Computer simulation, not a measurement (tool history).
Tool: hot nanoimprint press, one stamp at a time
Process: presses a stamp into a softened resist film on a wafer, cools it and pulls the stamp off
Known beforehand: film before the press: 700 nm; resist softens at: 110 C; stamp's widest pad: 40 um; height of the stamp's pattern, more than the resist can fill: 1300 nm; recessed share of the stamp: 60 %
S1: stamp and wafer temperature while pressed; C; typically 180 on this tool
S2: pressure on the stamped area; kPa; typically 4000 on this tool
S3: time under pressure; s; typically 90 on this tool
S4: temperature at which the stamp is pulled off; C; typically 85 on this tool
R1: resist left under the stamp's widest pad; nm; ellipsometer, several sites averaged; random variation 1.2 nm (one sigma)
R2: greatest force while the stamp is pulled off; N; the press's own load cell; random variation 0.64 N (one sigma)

Run 1, hour 0.0: usual settings. Result: R1 286.9 nm, R2 99.3 N.
Run 2, hour 36.7: usual settings but S1 185 C. Result: R1 231.0 nm, R2 99.2 N.
At hour 65.3: stamp cleaned and given a new release coat.
Run 3, hour 71.5: usual settings but S1 185 C. Result: R1 230.0 nm, R2 98.6 N.
Run 4, hour 114.4: usual settings. Result: R1 284.9 nm, R2 98.1 N.
Run 5, hour 144.2: usual settings but S4 77 C. Result: R1 284.3 nm, R2 117.9 N.
Run 6, hour 168.2: usual settings but S4 77 C. Result: R1 285.1 nm, R2 116.9 N.
Run 7, hour 201.9: usual settings but S1 185 C. Result: R1 229.4 nm, R2 98.1 N.
Run 8, hour 226.5: usual settings. Result: R1 284.4 nm, R2 98.2 N.
Run 9, hour 264.2: usual settings but S1 187 C. Result: R1 210.9 nm, R2 98.5 N.
At hour 280.3: stamp cleaned and given a new release coat.
Run 10, hour 291.4: usual settings but S1 187 C. Result: R1 212.6 nm, R2 97.4 N.
Run 11, hour 327.1: usual settings but S1 187 C. Result: R1 211.0 nm, R2 97.9 N.
Run 12, hour 358.8: usual settings but S3 94 s. Result: R1 281.6 nm, R2 98.2 N.
Run 13, hour 392.1: usual settings but S2 4570 kPa, S3 94 s. Result: R1 261.7 nm, R2 97.9 N.
Run 14, hour 434.2: usual settings. Result: R1 284.4 nm, R2 99.5 N.
Run 15, hour 463.4: usual settings. Result: R1 282.6 nm, R2 98.6 N.
At hour 494.2: stamp cleaned and given a new release coat.
Run 16, hour 495.6: usual settings. Result: R1 283.5 nm, R2 98.3 N.
Run 17, hour 527.8: usual settings. Result: R1 282.5 nm, R2 96.6 N.
Run 18, hour 550.5: usual settings. Result: R1 284.3 nm, R2 97.9 N.
Run 19, hour 587.2: usual settings but S1 178 C, S2 6080 kPa, S3 54 s, S4 87 C. Result: R1 306.1 nm, R2 93.4 N.
Run 20, hour 608.3: usual settings but S1 169 C, S2 2920 kPa, S3 54 s, S4 87 C. Result: R1 549.6 nm, R2 92.7 N.
Run 21, hour 653.6: usual settings but S1 171 C, S4 70 C. Result: R1 414.2 nm, R2 135.4 N.
At hour 707.9: stamp cleaned and given a new release coat.
Run 22, hour 709.0: usual settings but S3 52 s. Result: R1 344.4 nm, R2 97.6 N.
Run 23, hour 740.3: usual settings but S3 52 s. Result: R1 344.8 nm, R2 97.5 N.
Run 24, hour 778.4: usual settings but S4 77 C. Result: R1 282.1 nm, R2 118.3 N.
Run 25, hour 808.1: usual settings but S4 77 C. Result: R1 282.6 nm, R2 117.0 N.
Run 26, hour 839.3: usual settings but S1 182 C, S4 82 C. Result: R1 258.5 nm, R2 105.2 N.
Run 27, hour 886.6: usual settings but S1 182 C, S4 82 C. Result: R1 257.4 nm, R2 104.4 N.
At hour 924.0: stamp cleaned and given a new release coat.
Run 28, hour 932.7: usual settings but S1 185 C. Result: R1 227.5 nm, R2 98.2 N.
Run 29, hour 962.3: usual settings but S1 185 C, S2 2810 kPa, S3 49 s, S4 71 C. Result: R1 337.3 nm, R2 131.7 N.

Consider 4 possible next runs. They are alternatives, not a sequence: every one starts from the tool as it was left by run 29. What does each give?
At hour 987.3: plate thermocouple calibrated.
Run A, hour 998.2: usual settings but S1 189 C, S3 77 s. Result: R1 ?, R2 ?.
At hour 987.3: plate thermocouple calibrated.
Run B, hour 998.2: usual settings but S1 185 C, S2 2810 kPa, S3 49 s, S4 90 C. Result: R1 ?, R2 ?.
At hour 987.3: plate thermocouple calibrated.
Run C, hour 998.2: usual settings but S1 185 C, S2 3260 kPa, S3 148 s, S4 71 C. Result: R1 ?, R2 ?.
At hour 987.3: plate thermocouple calibrated.
Run D, hour 998.2: usual settings but S2 3850 kPa, S3 56 s, S4 81 C. Result: R1 ?, R2 ?.

run     R1     R2
  A  205.3   98.1
  B  336.6   85.6
  C  205.6  132.2
  D  339.1  107.7
With the hidden condition removed and each run's random variation left untouched, the same runs would have given:
run     R1     R2
  A  209.3   98.1
  B  343.2   85.6
  C  209.6  132.2
  D  345.7  107.6

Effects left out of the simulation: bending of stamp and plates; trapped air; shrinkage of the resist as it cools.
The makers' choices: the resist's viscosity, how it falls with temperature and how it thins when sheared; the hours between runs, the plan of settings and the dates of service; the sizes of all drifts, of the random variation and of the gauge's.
